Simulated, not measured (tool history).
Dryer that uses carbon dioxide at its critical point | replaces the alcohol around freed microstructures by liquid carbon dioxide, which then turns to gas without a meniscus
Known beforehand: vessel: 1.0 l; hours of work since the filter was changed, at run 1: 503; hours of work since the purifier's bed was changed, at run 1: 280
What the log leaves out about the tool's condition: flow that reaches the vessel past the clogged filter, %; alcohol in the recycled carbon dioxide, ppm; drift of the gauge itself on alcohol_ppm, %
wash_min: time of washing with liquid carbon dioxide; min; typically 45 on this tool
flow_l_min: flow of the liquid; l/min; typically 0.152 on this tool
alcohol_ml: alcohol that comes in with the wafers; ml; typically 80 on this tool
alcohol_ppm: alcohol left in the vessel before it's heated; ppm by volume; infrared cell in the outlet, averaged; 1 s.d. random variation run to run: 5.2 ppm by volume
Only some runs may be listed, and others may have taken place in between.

run   hour  wash_min  flow_l_min  alcohol_ml  hours of work since the filter was changed  hours of work since the purifier's bed was changed  alcohol_ppm
  1      0        45       0.152          80                                         503                                                 280          176
  2   12.7        45       0.152          80                                         512                                                 289          180
  3   32.1        65       0.152          80                                         526                                                 303           41
      39.4  -- inlet filter changed
  4   43.3        45       0.152          63                                           3                                                 310          108
  5   62.8        45       0.152          63                                          17                                                 325          121
  6   81.7        45       0.152          80                                          30                                                 338          129
  7   95.2        45       0.152          80                                          40                                                 348          138
  8  104.1        45       0.138          80                                          47                                                 354          224
  9  115.8        45       0.138          80                                          55                                                 363          224
 10  129.1        45       0.198          80                                          65                                                 372           53
 11  145.9        45       0.198          80                                          77                                                 384           54
 12  161.3        45       0.152          64                                          88                                                 395          123
 13  169.4        45       0.132          80                                          94                                                 401          291
 14  187.5        45       0.132          80                                         107                                                 414          303
 15  205.2        45       0.132          80                                         119                                                 427          313
 16  216.3        45       0.152          80                                         127                                                 435          156
 17  235.5        45       0.152          80                                         141                                                 449          150
 18  250.5        45       0.152          80                                         152                                                 460          152
 19  261.6        45       0.152          80                                         160                                                 468          147
 20    279        45       0.152          80                                         172                                                 480          151
 21  288.8        45       0.152          80                                         180                                                 487          161
 22  303.7        45       0.152          80                                         190                                                 498          164
 23  311.7        45       0.152          80                                         196                                                 504          156
 24  321.4        45       0.223          80                                         203                                                 511           53
 25  332.2        45       0.223          80                                         211                                                 518           60
 26  344.2        32       0.223          80                                         219                                                 527          137
 27  353.8        45       0.154          37                                         226                                                 534           98
 28  362.6        45       0.199          48                                         233                                                 540           61
 29  372.3        57       0.152          56                                         240                                                 547           61
 30  389.8        45       0.152          32                                         252                                                 560          101
 31  400.3        33       0.238          44                                         260                                                 567           73
 32  408.7        68       0.189          79                                         266                                                 573           54
 33  417.8        68       0.189          79                                         272                                                 580           46
 34  431.2        47       0.129          55                                         282                                                 590          233
 35  446.1        47       0.116          85                                         293                                                 600          569
 36  460.1        56       0.101         106                                         303                                                 611          611
 37  471.4        45        0.11          80                                         311                                                 619          867
 38  481.2        65       0.109          63                                         318                                                 626          142
 39  495.2        58       0.203          80                                         328                                                 636           53
 40  510.8        58       0.203          80                                         339                                                 647           57
 41  526.5        58       0.203          80                                         351                                                 658           63
 42  534.7        58       0.203          80                                         356                                                 664           64
 43  550.1        39       0.124          64                                         368                                                 675          798
 44  565.6        39        0.16          64                                         379                                                 686          256
 45  581.7        35        0.16          60                                         390                                                 698          379
 46  597.3        33       0.208          87                                         402                                                 709          203
 47  610.9        33       0.208          87                                         411                                                 719          218

Selected run-to-run steps in alcohol_ppm, each split into two signed amounts: the part the tool would show with no hidden state at all (from settings, incoming material and random variation), and the remainder, which goes to the hidden state together with any gauge scatter not common to the measured and the hidden-state-free results:
Run 37 -> 38: wash_min 45 -> 65, flow_l_min 0.11 -> 0.109, alcohol_ml 80 -> 63. alcohol_ppm -725 ppm by volume: hidden state -159, all else -566.
Run 42 -> 43: wash_min 58 -> 39, flow_l_min 0.203 -> 0.124, alcohol_ml 80 -> 64. alcohol_ppm +734 ppm by volume: hidden state +188, all else +546.
Run 43 -> 44: flow_l_min 0.124 -> 0.16. alcohol_ppm -542 ppm by volume: hidden state -123, all else -419.
